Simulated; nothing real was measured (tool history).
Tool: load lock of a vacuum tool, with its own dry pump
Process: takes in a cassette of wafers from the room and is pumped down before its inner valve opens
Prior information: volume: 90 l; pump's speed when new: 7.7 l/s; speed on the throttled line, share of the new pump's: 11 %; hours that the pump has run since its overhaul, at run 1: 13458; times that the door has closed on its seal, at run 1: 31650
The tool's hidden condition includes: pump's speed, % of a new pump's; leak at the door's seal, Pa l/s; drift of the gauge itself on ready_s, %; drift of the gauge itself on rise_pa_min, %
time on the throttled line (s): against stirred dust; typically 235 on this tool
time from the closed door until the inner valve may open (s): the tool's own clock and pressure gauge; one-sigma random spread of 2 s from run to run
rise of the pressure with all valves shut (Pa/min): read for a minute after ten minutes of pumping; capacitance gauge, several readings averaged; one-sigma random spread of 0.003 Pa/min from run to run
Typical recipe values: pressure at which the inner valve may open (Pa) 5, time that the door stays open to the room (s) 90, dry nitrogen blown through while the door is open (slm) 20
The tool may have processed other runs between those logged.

run	hour	time on the throttled line (s)	pressure at which the inner valve may open (Pa)	time that the door stays open to the room (s)	dry nitrogen blown through while the door is open (slm)	hours that the pump has run since its overhaul	times that the door has closed on its seal	incoming humidity of the room's air, %	time from the closed door until the inner valve may open (s)	rise of the pressure with all valves shut (Pa/min)
1	0	235	5	90	20	13458	31650	46	325.5	0.026
2	121.9	235	5	90	20	13580	32112	47.1	327.4	0.033
3	302.6	235	5	90	20	13761	32796	42.9	330.5	0.032
4	456.8	235	5	90	6	13915	33380	48.8	327.3	0.057
5	564.3	235	5	90	6	14022	33787	43.9	329.2	0.055
# hour 688.9: dry pump taken out, an overhauled one fitted
6	815.7	235	8	90	20	127	34716	45.7	322.5	0.028
7	955.4	235	8	90	26	266	35245	47.1	323.3	0.029
8	1199	282	5	90	20	510	36168	44.6	371	0.031
9	1419.3	282	5	90	20	730	37002	45.1	372.8	0.032
10	1613.2	235	5	90	20	924	37736	43.2	331.2	0.024
11	1747.3	235	5	90	20	1058	38244	43	330.5	0.026
12	1952.3	235	5	90	12	1263	39021	47.3	333	0.043
13	2178.9	235	5	90	12	1490	39879	45.8	327.7	0.039
14	2377.8	235	5	90	12	1689	40632	47.9	326.3	0.041
15	2484	235	5	90	12	1795	41034	47.8	331.3	0.042
16	2706.5	235	5	90	12	2018	41877	47.9	327.9	0.042
17	2819	235	5	90	12	2130	42302	43.9	327.4	0.043
18	3069.8	235	5	90	12	2381	43252	44	327.6	0.036
19	3191.1	235	5	90	12	2502	43712	42	329.7	0.039
20	3357.3	395	8	90	30	2668	44341	41.1	466.7	0.019
21	3460	206	5	90	20	2771	44730	44.9	302.5	0.03
22	3698	206	5	90	9	3009	45632	46.7	305.1	0.053
23	3847.8	160	5	85	20	3159	46198	49.3	258.8	0.033
24	4060.8	160	5	94	20	3372	47005	45.8	260	0.028
25	4289	160	5	94	20	3600	47869	45.8	257.1	0.036
26	4537.1	193	5	30	15	3848	48809	43.2	290.9	0.018
27	4722.8	193	5	30	15	4034	49512	46	292.9	0.023
28	4827.2	360	6	90	23	4138	49907	46	437.8	0.031
29	4980.3	360	6	90	23	4291	50487	46.4	441.4	0.026
30	5136	360	6	90	20	4447	51077	46.1	435.7	0.035
31	5241.9	360	6	90	20	4553	51478	44.7	439.8	0.032
32	5458.8	394	5	90	16	4770	52299	45.9	475.2	0.038
33	5638.9	262	8	90	20	4950	52982	44.3	345.3	0.034
34	5787.7	235	5	154	20	5099	53545	48.9	329.1	0.052
35	5963.1	190	5	154	21	5274	54209	45.2	287.5	0.041
36	6117.8	190	9	125	21	5429	54795	44.8	279.2	0.038
37	6366.2	340	9	61	32	5677	55736	44.6	416.3	0.023
38	6578.7	235	5	40	20	5890	56540	43.3	328.4	0.015

Consider 3 possible next runs. They are alternatives, not a sequence: every one starts from the tool as it was left by run 38. What does each give?
A	6707.3	235	7	67	5	6018	57028	42.6	?	?
B	6707.3	235	9	40	20	6018	57028	45.1	?	?
C	6707.3	127	5	215	20	6018	57028	43.1	?	?

run	time from the closed door until the inner valve may open (s)	rise of the pressure with all valves shut (Pa/min)
A	325.6	0.046
B	318.6	0.024
C	232	0.053
The same runs, with their run-to-run variation unchanged, on a tool lacking any hidden condition would have given:
run	time from the closed door until the inner valve may open (s)	rise of the pressure with all valves shut (Pa/min)
A	325.5	0.045
B	318.5	0.022
C	231.9	0.052
